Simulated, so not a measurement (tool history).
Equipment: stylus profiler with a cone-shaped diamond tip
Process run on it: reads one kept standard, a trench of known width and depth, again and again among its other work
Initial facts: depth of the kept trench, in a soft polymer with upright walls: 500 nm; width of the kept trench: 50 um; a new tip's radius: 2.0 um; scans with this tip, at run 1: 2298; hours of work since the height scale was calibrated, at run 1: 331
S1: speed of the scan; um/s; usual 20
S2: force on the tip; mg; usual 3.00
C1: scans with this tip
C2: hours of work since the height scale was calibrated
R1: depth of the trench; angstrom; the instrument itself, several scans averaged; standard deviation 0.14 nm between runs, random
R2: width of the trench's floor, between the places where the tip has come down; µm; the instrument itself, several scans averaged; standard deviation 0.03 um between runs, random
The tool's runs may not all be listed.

run 1 hour=0.0 | S1=20 S2=3.00 | C1=2298 C2=331 | R1=5043.1 R2=47.07
run 2 hour=14.1 | S1=20 S2=3.00 | C1=2369 C2=341 | R1=5047.1 R2=46.98
run 3 hour=25.9 | S1=20 S2=3.03 | C1=2429 C2=350 | R1=5045.0 R2=47.02
run 4 hour=43.5 | S1=20 S2=3.00 | C1=2518 C2=363 | R1=5048.8 R2=47.03
run 5 hour=54.0 | S1=20 S2=2.29 | C1=2570 C2=370 | R1=5040.3 R2=47.00
run 6 hour=66.5 | S1=20 S2=2.29 | C1=2633 C2=379 | R1=5039.8 R2=47.00
run 7 hour=79.3 | S1=20 S2=1.31 | C1=2698 C2=389 | R1=5028.7 R2=46.93
run 8 hour=89.8 | S1=20 S2=1.31 | C1=2751 C2=396 | R1=5027.5 R2=46.96
run 9 hour=107.4 | S1=20 S2=1.31 | C1=2840 C2=409 | R1=5030.2 R2=46.86
run 10 hour=125.6 | S1=20 S2=1.31 | C1=2932 C2=422 | R1=5029.1 R2=46.95
-- hour=127.0 height scale calibrated on a step standard
run 11 hour=140.0 | S1=55 S2=3.00 | C1=3001 C2=9 | R1=5047.7 R2=46.73
run 12 hour=159.0 | S1=55 S2=3.00 | C1=3097 C2=23 | R1=5051.3 R2=46.82
run 13 hour=175.0 | S1=55 S2=3.00 | C1=3178 C2=35 | R1=5050.0 R2=46.74
run 14 hour=190.8 | S1=55 S2=3.00 | C1=3258 C2=46 | R1=5051.7 R2=46.71
run 15 hour=204.4 | S1=55 S2=3.00 | C1=3326 C2=56 | R1=5050.5 R2=46.75
run 16 hour=216.7 | S1=12 S2=2.68 | C1=3388 C2=65 | R1=5046.3 R2=46.95
-- hour=229.1 height scale calibrated on a step standard, once more
run 17 hour=235.0 | S1=18 S2=8.17 | C1=3478 C2=4 | R1=5075.2 R2=47.02
run 18 hour=252.3 | S1=37 S2=4.60 | C1=3565 C2=17 | R1=5051.8 R2=46.85
run 19 hour=266.3 | S1=20 S2=2.34 | C1=3635 C2=27 | R1=5032.6 R2=46.91
run 20 hour=286.7 | S1=8 S2=6.24 | C1=3738 C2=42 | R1=5060.5 R2=47.04
run 21 hour=306.8 | S1=24 S2=5.97 | C1=3839 C2=56 | R1=5060.2 R2=46.92
run 22 hour=321.2 | S1=24 S2=5.97 | C1=3912 C2=67 | R1=5058.9 R2=46.91
run 23 hour=339.2 | S1=18 S2=3.34 | C1=4003 C2=80 | R1=5043.3 R2=46.90
run 24 hour=354.9 | S1=71 S2=3.26 | C1=4082 C2=91 | R1=5040.6 R2=46.59
run 25 hour=367.7 | S1=71 S2=3.26 | C1=4147 C2=101 | R1=5041.1 R2=46.66
run 26 hour=381.7 | S1=71 S2=3.26 | C1=4217 C2=111 | R1=5041.2 R2=46.63

3 ways to go on from here, each from the tool as it stands after run 26. What would each give?
run A hour=401.4 | S1=17 S2=5.32 | C1=4316 C2=125 | R1=? R2=?
run B hour=401.4 | S1=20 S2=1.61 | C1=4316 C2=125 | R1=? R2=?
run C hour=401.4 | S1=48 S2=2.96 | C1=4316 C2=125 | R1=? R2=?

run=A R1=5057.9 R2=46.88
run=B R1=5026.1 R2=46.82
run=C R1=5038.7 R2=46.72
What these runs would have given with no unlogged condition in the tool:
run=A R1=5058.6 R2=47.25
run=B R1=5026.8 R2=47.19
run=C R1=5039.5 R2=47.10
